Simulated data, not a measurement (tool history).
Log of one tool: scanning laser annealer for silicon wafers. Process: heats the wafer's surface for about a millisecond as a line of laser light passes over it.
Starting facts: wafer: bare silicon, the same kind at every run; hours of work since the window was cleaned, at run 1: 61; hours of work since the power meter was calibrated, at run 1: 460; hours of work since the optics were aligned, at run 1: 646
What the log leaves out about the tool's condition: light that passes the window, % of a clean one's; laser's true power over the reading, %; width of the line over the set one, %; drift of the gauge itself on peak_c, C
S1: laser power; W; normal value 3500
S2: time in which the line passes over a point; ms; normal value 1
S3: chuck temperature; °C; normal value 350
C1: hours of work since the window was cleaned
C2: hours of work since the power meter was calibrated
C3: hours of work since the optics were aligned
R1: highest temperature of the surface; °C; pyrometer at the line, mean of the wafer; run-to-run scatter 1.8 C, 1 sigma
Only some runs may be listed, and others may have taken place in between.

run,hour,S1,S2,S3,C1,C2,C3,R1
1,0,3500,1,350,61,460,646,1074
2,10.3,3500,1,350,66,465,652,1071
3,20.7,3500,1,350,72,471,658,1072
4,38.3,3500,1,350,82,481,667,1072
5,58.9,3463,1,350,93,492,678,1067
6,81.6,3463,1,350,105,504,691,1067
7,94.3,3463,1,350,112,511,698,1062
8,114.8,3463,1,350,123,522,709,1063
9,140,3500,1.24,350,137,536,723,1161
10,165.3,3500,1.24,350,151,550,736,1158
11,184.9,3500,0.8,350,161,560,747,991
12,205.2,3500,0.8,350,172,571,758,994
13,216.8,3500,0.8,350,179,578,764,993
14,227.4,3500,0.8,350,185,584,770,994
15,238.9,3500,0.8,350,191,590,776,989
16,261,3500,0.8,350,203,602,788,991
17,275,3500,1,350,210,609,796,1070
18,287.6,3500,1,350,217,616,803,1069
19,308.9,3322,1,350,229,628,815,1033
20,324.8,3322,1,350,238,637,823,1035
21,346.5,3322,1,350,249,648,835,1033
22,366.9,3228,0.71,345,260,659,846,901
23,389,3260,1.18,317,273,672,858,1050
24,414.6,3500,0.73,333,286,685,872,944
# hour 427.2: optics aligned, line set to its width
25,434.8,3152,0.79,374,295,694,4,945
26,448.6,3152,0.79,374,302,701,12,946
27,465,3462,1,350,311,710,21,1064
28,489.8,3462,1,350,325,724,34,1062
29,509.2,3500,0.94,311,335,734,45,1009
30,521.8,3109,1,350,342,741,51,987
31,539.9,3111,1,313,352,751,61,954
32,556.3,3111,1,313,361,760,70,951
33,576.2,3087,1.15,367,372,771,81,1051
34,587.8,3349,1.15,366,378,777,87,1108
35,611.9,3349,1.15,366,391,790,101,1106
36,631.2,3500,0.97,328,402,801,111,1039
37,646,3500,0.93,319,410,809,119,1016
38,659.5,3500,0.93,319,417,816,126,1016
39,672.8,3397,0.97,350,424,823,134,1038
40,688.9,3397,0.97,350,433,832,142,1036

How the hidden state differs across the entries between the runs, from the last listed run before each to the first after it:
After run 24, before run 25: optics aligned, line set to its width (hour 427.2)
  width of the line over the set one, %: 0.06 -> 0

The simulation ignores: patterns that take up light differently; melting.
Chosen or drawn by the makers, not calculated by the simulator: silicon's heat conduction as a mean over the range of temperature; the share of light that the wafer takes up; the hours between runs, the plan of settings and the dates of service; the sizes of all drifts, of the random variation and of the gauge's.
